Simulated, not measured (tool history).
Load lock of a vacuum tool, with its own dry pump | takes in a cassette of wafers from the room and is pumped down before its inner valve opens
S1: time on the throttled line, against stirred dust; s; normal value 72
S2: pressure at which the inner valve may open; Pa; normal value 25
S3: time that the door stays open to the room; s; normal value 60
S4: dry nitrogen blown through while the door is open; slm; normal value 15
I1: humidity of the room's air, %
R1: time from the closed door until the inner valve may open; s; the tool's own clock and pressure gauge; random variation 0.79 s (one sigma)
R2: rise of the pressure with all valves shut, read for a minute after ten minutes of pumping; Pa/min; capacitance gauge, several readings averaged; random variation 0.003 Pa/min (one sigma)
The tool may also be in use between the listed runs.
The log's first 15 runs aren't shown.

Run 16, hour 895.2: usual settings but S2 18 Pa; I1 45.3. Result: R1 126.8 s, R2 0.048 Pa/min.
Run 17, hour 974.5: usual settings but S2 18 Pa; I1 45.9. Result: R1 127.0 s, R2 0.045 Pa/min.
Run 18, hour 1021.1: usual settings but S1 96 s, S2 46 Pa, S3 32 s, S4 9 slm; I1 47.6. Result: R1 136.4 s, R2 0.040 Pa/min.
Run 19, hour 1100.2: usual settings but S2 20 Pa; I1 44.0. Result: R1 128.2 s, R2 0.041 Pa/min.
Run 20, hour 1172.5: usual settings but S2 35 Pa, S3 118 s, S4 14 slm; I1 45.4. Result: R1 122.1 s, R2 0.062 Pa/min.
Run 21, hour 1263.2: usual settings but S3 223 s, S4 9 slm; I1 42.1. Result: R1 123.9 s, R2 0.098 Pa/min.
Run 22, hour 1322.3: usual settings but S1 44 s, S3 223 s, S4 20 slm; I1 46.1. Result: R1 104.0 s, R2 0.081 Pa/min.
Run 23, hour 1363.4: usual settings but S1 106 s, S3 161 s; I1 45.6. Result: R1 148.9 s, R2 0.070 Pa/min.
Run 24, hour 1441.8: usual settings but S1 106 s, S3 161 s; I1 48.5. Result: R1 148.2 s, R2 0.078 Pa/min.
Run 25, hour 1500.0: usual settings but S1 78 s, S3 142 s, S4 17 slm; I1 41.6. Result: R1 128.5 s, R2 0.059 Pa/min.
Run 26, hour 1543.8: usual settings but S1 49 s; I1 46.8. Result: R1 107.6 s, R2 0.047 Pa/min.
Run 27, hour 1620.1: usual settings but S1 133 s, S2 49 Pa, S3 195 s; I1 44.3. Result: R1 160.8 s, R2 0.082 Pa/min.
Run 28, hour 1710.9: usual settings but S1 47 s, S4 4 slm; I1 40.5. Result: R1 107.1 s, R2 0.054 Pa/min.
Run 29, hour 1782.3: usual settings but S1 71 s, S3 26 s, S4 4 slm; I1 42.8. Result: R1 124.4 s, R2 0.036 Pa/min.
Run 30, hour 1843.5: usual settings but S1 71 s, S3 26 s, S4 4 slm; I1 43.6. Result: R1 124.7 s, R2 0.036 Pa/min.
Run 31, hour 1911.8: usual settings but S2 28 Pa, S3 32 s, S4 34 slm; I1 47.3. Result: R1 122.9 s, R2 0.018 Pa/min.
Run 32, hour 1977.5: usual settings but S2 28 Pa, S3 32 s, S4 17 slm; I1 42.5. Result: R1 125.1 s, R2 0.023 Pa/min.
Run 33, hour 2075.8: usual settings but S2 28 Pa, S3 32 s, S4 17 slm; I1 44.0. Result: R1 122.6 s, R2 0.027 Pa/min.

Consider 5 possible next runs. They are alternatives, not a sequence: every one starts from the tool as it was left by run 33. What does each give?
Run A, hour 2130.8: usual settings but S2 28 Pa, S3 76 s, S4 24 slm; I1 42.2. Result: R1 ?, R2 ?.
Run B, hour 2130.8: usual settings but S1 67 s; I1 42.6. Result: R1 ?, R2 ?.
Run C, hour 2130.8: usual settings but S2 32 Pa, S3 101 s, S4 5 slm; I1 42.6. Result: R1 ?, R2 ?.
Run D, hour 2130.8: usual settings but S2 28 Pa, S3 30 s, S4 17 slm; I1 46.0. Result: R1 ?, R2 ?.
Run E, hour 2130.8: usual settings but S2 41 Pa, S3 82 s, S4 17 slm; I1 42.2. Result: R1 ?, R2 ?.

run     R1     R2
  A  122.9  0.040
  B  120.8  0.039
  C  123.3  0.072
  D  123.3  0.024
  E  119.8  0.047
With the hidden condition removed and each run's random variation left untouched, the same runs would have given:
run     R1     R2
  A  122.9  0.039
  B  120.8  0.038
  C  123.3  0.072
  D  123.3  0.024
  E  119.8  0.047
